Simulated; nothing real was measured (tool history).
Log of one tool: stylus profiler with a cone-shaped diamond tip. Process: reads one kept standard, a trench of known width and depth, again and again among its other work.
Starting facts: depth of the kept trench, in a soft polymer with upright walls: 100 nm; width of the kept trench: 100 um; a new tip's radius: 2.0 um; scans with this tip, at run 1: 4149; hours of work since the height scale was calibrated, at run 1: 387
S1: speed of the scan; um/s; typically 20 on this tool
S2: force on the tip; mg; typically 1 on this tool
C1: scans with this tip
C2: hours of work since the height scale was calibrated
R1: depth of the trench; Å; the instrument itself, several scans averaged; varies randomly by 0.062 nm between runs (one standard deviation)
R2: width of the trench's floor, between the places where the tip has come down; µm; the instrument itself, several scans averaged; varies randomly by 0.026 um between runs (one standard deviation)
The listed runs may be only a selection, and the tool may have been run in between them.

| run | hour | S1 | S2 | C1 | C2 | R1 | R2 |
|---|---|---|---|---|---|---|---|
| 1 | 0 | 20 | 1 | 4149 | 387 | 1007.8 | 98.67 |
| 2 | 85.4 | 8 | 1 | 4807 | 448 | 1007 | 98.76 |
| 3 | 178.7 | 20 | 1 | 5526 | 516 | 1007.3 | 98.67 |
| 4 | 260.2 | 20 | 1 | 6154 | 574 | 1006.9 | 98.68 |
| 5 | 305.4 | 20 | 1 | 6502 | 607 | 1006.2 | 98.76 |
| 6 | 365.8 | 20 | 1 | 6968 | 650 | 1006 | 98.73 |
| 7 | 426.8 | 20 | 1 | 7439 | 694 | 1007.2 | 98.69 |
| 8 | 520.1 | 20 | 1 | 8158 | 761 | 1007.8 | 98.65 |
| 9 | 575.6 | 57 | 1 | 8585 | 801 | 1007.1 | 98.58 |
| 10 | 630.4 | 57 | 1 | 9007 | 840 | 1006.6 | 98.6 |
| 11 | 683.8 | 57 | 1 | 9419 | 879 | 1006.9 | 98.6 |
| 12 | 733.3 | 20 | 1 | 9801 | 914 | 1006.9 | 98.7 |
| 13 | 787.3 | 20 | 1 | 10217 | 953 | 1007.7 | 98.7 |
| 14 | 849.2 | 20 | 1 | 10693 | 998 | 1007.7 | 98.73 |
| 15 | 933.5 | 20 | 1 | 11343 | 1058 | 1007.1 | 98.68 |
| 16 | 997.7 | 29 | 1 | 11838 | 1104 | 1007.5 | 98.72 |
| 17 | 1039.4 | 29 | 1 | 12160 | 1134 | 1007 | 98.65 |
| 18 | 1092.1 | 29 | 1 | 12566 | 1172 | 1006.4 | 98.64 |
| 19 | 1140.2 | 29 | 1 | 12936 | 1207 | 1007.9 | 98.67 |
| 20 | 1196.8 | 70 | 0.98 | 13373 | 1248 | 1007.4 | 98.56 |
| 21 | 1284.7 | 59 | 0.99 | 14050 | 1311 | 1007.5 | 98.63 |
| 22 | 1363.4 | 29 | 1.08 | 14656 | 1367 | 1006.8 | 98.6 |
| 23 | 1406.6 | 5 | 1 | 14989 | 1398 | 1007.6 | 98.73 |
| 24 | 1491.4 | 51 | 0.55 | 15643 | 1459 | 1004.3 | 98.55 |
| 25 | 1561.1 | 51 | 0.55 | 16180 | 1509 | 1003.9 | 98.55 |
| 26 | 1617.5 | 37 | 2.81 | 16614 | 1550 | 1014.5 | 98.67 |
| 27 | 1701.1 | 15 | 0.77 | 17259 | 1610 | 1005.8 | 98.7 |
| 28 | 1789.5 | 8 | 0.47 | 17940 | 1674 | 1004.1 | 98.71 |
| 29 | 1865.3 | 8 | 0.47 | 18525 | 1728 | 1004.1 | 98.76 |
| 30 | 1937.3 | 18 | 2.15 | 19079 | 1780 | 1010.8 | 98.73 |

What does the tool deliver on the next run?
| 31 | 1975.3 | 11 | 0.4 | 19372 | 1807 | ? | ? |

Run 31 measured R1 1003.9 Å, R2 98.7 µm.
With the hidden condition absent and the run-to-run variation left alone, this run would have shown R1 1004.3 Å, R2 98.71 µm.
